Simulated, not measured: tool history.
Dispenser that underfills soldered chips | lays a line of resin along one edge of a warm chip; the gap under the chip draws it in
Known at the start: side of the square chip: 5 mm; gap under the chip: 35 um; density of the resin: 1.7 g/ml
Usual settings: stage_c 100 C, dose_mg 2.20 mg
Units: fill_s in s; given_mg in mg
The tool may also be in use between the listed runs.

Run 1, hour 0.0: usual settings. Result: fill_s 38.7 s, given_mg 2.14 mg.
Run 2, hour 4.0: usual settings. Result: fill_s 47.6 s, given_mg 2.21 mg.
At hour 9.8: new syringe of resin.
Run 3, hour 9.8: usual settings. Result: fill_s 34.2 s, given_mg 2.18 mg.
Run 4, hour 15.0: usual settings. Result: fill_s 44.0 s, given_mg 2.19 mg.
At hour 22.3: new syringe of resin.
Run 5, hour 22.5: usual settings. Result: fill_s 34.0 s, given_mg 2.15 mg.
Run 6, hour 29.3: usual settings. Result: fill_s 49.6 s, given_mg 2.15 mg.
At hour 34.6: new syringe of resin.
Run 7, hour 35.6: usual settings but dose_mg 2.05 mg. Result: fill_s 36.0 s, given_mg 2.03 mg.
Run 8, hour 38.5: usual settings but dose_mg 2.05 mg. Result: fill_s 42.0 s, given_mg 2.00 mg.
Run 9, hour 42.5: usual settings but dose_mg 2.05 mg. Result: fill_s 52.4 s, given_mg 2.02 mg.
At hour 46.8: new syringe of resin.
Run 10, hour 48.1: usual settings but stage_c 88 C, dose_mg 2.05 mg. Result: fill_s 50.8 s, given_mg 2.00 mg.
Run 11, hour 54.4: usual settings but stage_c 88 C, dose_mg 2.05 mg. Result: fill_s 72.0 s, given_mg 1.93 mg.
At hour 59.4: new syringe of resin.
Run 12, hour 59.8: usual settings but dose_mg 2.69 mg. Result: fill_s 33.7 s, given_mg 2.60 mg.
Run 13, hour 65.9: usual settings but dose_mg 2.78 mg. Result: fill_s 47.8 s, given_mg 2.65 mg.
Run 14, hour 70.4: usual settings. Result: fill_s 62.9 s, given_mg 2.05 mg.
At hour 71.6: new syringe of resin.
Run 15, hour 76.1: usual settings. Result: fill_s 42.6 s, given_mg 2.13 mg.
Run 16, hour 80.0: usual settings. Result: fill_s 52.6 s, given_mg 2.06 mg.
At hour 84.0: new syringe of resin.
Run 17, hour 86.7: usual settings. Result: fill_s 39.0 s, given_mg 2.03 mg.
Run 18, hour 89.6: usual settings. Result: fill_s 46.4 s, given_mg 2.09 mg.

Run 19 comes next. What will it give?
Run 19, hour 93.1: usual settings. Result: fill_s ?, given_mg ?.

Run 19 gave fill_s 55.9 s, given_mg 2.09 mg.
Without the tool's hidden state the same run would have given fill_s 34.2 s, given_mg 2.23 mg.
